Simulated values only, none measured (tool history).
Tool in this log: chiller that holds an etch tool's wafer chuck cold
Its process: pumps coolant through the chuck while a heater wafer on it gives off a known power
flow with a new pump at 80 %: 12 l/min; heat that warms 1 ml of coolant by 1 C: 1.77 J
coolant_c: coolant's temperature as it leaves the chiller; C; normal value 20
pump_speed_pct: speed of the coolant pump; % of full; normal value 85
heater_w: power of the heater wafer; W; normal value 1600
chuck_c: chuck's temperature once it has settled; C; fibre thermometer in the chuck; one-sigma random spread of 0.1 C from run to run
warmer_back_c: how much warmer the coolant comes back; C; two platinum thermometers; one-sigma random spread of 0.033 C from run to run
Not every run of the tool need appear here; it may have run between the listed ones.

run   hour  coolant_c  pump_speed_pct  heater_w  chuck_c  warmer_back_c
  1      0         20              85      1600     34.3           4.29
  2   29.3         20              69      1600       37           5.39
  3   58.8         20              69      1600     36.8           5.45
  4   89.5         20              69      1600     36.8           5.37
  5  117.6         20              69      1600     37.2           5.35
  6  141.3         20              69      1600       37           5.41
  7  167.2         20              85      2013     38.2           5.39
     175.6  -- coolant pump overhauled
  8  194.9         20              85      1600     34.6           4.33
  9  217.8         20              85      1600     34.4            4.3
 10    248         20              85      1600     34.4           4.32
 11  269.6         20              85      1600     34.7           4.29
 12  313.2         20              85      1600     34.6           4.29
 13  347.6         20              79       840     28.2           2.48
 14  368.9         20              75      1223     32.3           3.77
 15    404         22              83      1943     40.1           5.43
     421.6  -- coolant pump overhauled, once more
 16  455.9         20              92       920       28           2.21
 17  490.3         20              69      1841     39.4           6.08
 18  509.8         12              84      1147     22.5           3.01
 19  536.5         12              84      1147     22.4           3.05
 20  567.4         12              84      1147     22.5           3.06
 21  605.6         30              85       971       39           2.52
 22  628.2         20              76      1751     37.1            5.2
 23  671.3         18              76      1751     35.4           5.24
 24    709         14              76      1751     31.3           5.22

A few steps of chuck_c between consecutive runs. Split each: what settings, incoming material and random variation would produce without the hidden state, and what is left over for the hidden state, along with gauge scatter present in only one of the two compared results (measured, and without hidden state):
Hidden conditions of the tool in this case: heat passed by the chuck's channels, % of clean ones'; flow at a given pump speed, % of a new pump's; coolant's true temperature over the reading, C; drift of the gauge itself on chuck_c, C; drift of the gauge itself on warmer_back_c, C.
Run 14 -> 15: coolant_c 20 -> 22, pump_speed_pct 75 -> 83, heater_w 1223 -> 1943. chuck_c +7.8 C: hidden state +0.4, all else +7.4.
Run 15 -> 16: coolant_c 22 -> 20, pump_speed_pct 83 -> 92, heater_w 1943 -> 920, coolant pump overhauled, once more. chuck_c -12.1 C: hidden state -0.7, all else -11.4.
Run 17 -> 18: coolant_c 20 -> 12, pump_speed_pct 69 -> 84, heater_w 1841 -> 1147. chuck_c -16.9 C: hidden state -0.3, all else -16.6.
Run 20 -> 21: coolant_c 12 -> 30, pump_speed_pct 84 -> 85, heater_w 1147 -> 971. chuck_c +16.5 C: hidden state -0.1, all else +16.6.

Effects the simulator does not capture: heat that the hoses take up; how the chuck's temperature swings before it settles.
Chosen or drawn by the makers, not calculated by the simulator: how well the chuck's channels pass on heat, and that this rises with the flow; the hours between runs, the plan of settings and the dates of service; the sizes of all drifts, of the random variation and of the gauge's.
